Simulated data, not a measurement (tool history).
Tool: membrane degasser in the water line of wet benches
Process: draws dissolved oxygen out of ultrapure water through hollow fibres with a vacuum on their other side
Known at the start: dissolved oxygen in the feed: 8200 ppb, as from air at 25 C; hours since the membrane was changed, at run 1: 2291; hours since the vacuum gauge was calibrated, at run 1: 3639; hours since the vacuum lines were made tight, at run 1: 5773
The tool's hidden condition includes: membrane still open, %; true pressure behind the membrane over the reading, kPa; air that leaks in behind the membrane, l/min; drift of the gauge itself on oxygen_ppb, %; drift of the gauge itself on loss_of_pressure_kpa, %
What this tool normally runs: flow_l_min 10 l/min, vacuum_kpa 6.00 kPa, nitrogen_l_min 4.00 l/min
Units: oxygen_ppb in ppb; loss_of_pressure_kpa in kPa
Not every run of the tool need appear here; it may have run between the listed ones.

| run | hour | flow_l_min | vacuum_kpa | nitrogen_l_min | hours since the membrane was changed | hours since the vacuum gauge was calibrated | hours since the vacuum lines were made tight | oxygen_ppb | loss_of_pressure_kpa |
|---|---|---|---|---|---|---|---|---|---|
| 1 | 0.0 | 10 | 6.00 | 4.00 | 2291 | 3639 | 5773 | 86.1 | 49.60 |
| 2 | 48.0 | 10 | 6.00 | 1.79 | 2339 | 3687 | 5821 | 107.1 | 49.11 |
| 3 | 100.6 | 11 | 6.00 | 4.00 | 2392 | 3740 | 5874 | 110.4 | 54.25 |
| 4 | 152.7 | 11 | 6.00 | 4.00 | 2444 | 3792 | 5926 | 114.3 | 54.12 |
| 5 | 215.1 | 11 | 6.00 | 4.00 | 2506 | 3854 | 5988 | 113.5 | 54.28 |
| 6 | 269.9 | 10 | 6.00 | 4.00 | 2561 | 3909 | 6043 | 86.9 | 49.13 |
| 7 | 353.8 | 10 | 6.00 | 4.00 | 2645 | 3993 | 6127 | 86.4 | 49.38 |
| 8 | 435.3 | 10 | 10.46 | 1.94 | 2726 | 4074 | 6209 | 160.5 | 49.05 |
| 9 | 494.1 | 10 | 10.46 | 1.94 | 2785 | 4133 | 6267 | 156.1 | 48.80 |
| 10 | 574.5 | 10 | 6.47 | 2.68 | 2866 | 4214 | 6348 | 99.3 | 49.25 |
| 11 | 614.6 | 13 | 4.08 | 4.00 | 2906 | 4254 | 6388 | 167.4 | 63.27 |
| 12 | 682.6 | 13 | 4.08 | 4.00 | 2974 | 4322 | 6456 | 168.9 | 63.39 |
| 13 | 752.7 | 14 | 5.11 | 4.41 | 3044 | 4392 | 6526 | 215.0 | 68.36 |
| 14 | 816.4 | 8 | 6.99 | 2.79 | 3108 | 4456 | 6590 | 56.6 | 38.86 |

Branching from run 14: 3 alternative next runs. What would each branch give?
|  | 859.0 | seals of the vacuum lines changed |
| A | 891.2 | 16 | 5.12 | 3.25 | 3180 | 4528 | 32 | ? | ? |
|  | 859.0 | seals of the vacuum lines changed |
| B | 891.2 | 9 | 6.99 | 2.96 | 3180 | 4528 | 32 | ? | ? |
|  | 859.0 | seals of the vacuum lines changed |
| C | 891.2 | 6 | 3.90 | 6.05 | 3180 | 4528 | 32 | ? | ? |

| run | oxygen_ppb | loss_of_pressure_kpa |
|---|---|---|
| A | 300.3 | 78.21 |
| B | 75.2 | 43.75 |
| C | 9.6 | 29.35 |
What these runs would have given with no unlogged condition in the tool:
| run | oxygen_ppb | loss_of_pressure_kpa |
|---|---|---|
| A | 299.9 | 79.44 |
| B | 75.1 | 44.44 |
| C | 9.5 | 29.81 |

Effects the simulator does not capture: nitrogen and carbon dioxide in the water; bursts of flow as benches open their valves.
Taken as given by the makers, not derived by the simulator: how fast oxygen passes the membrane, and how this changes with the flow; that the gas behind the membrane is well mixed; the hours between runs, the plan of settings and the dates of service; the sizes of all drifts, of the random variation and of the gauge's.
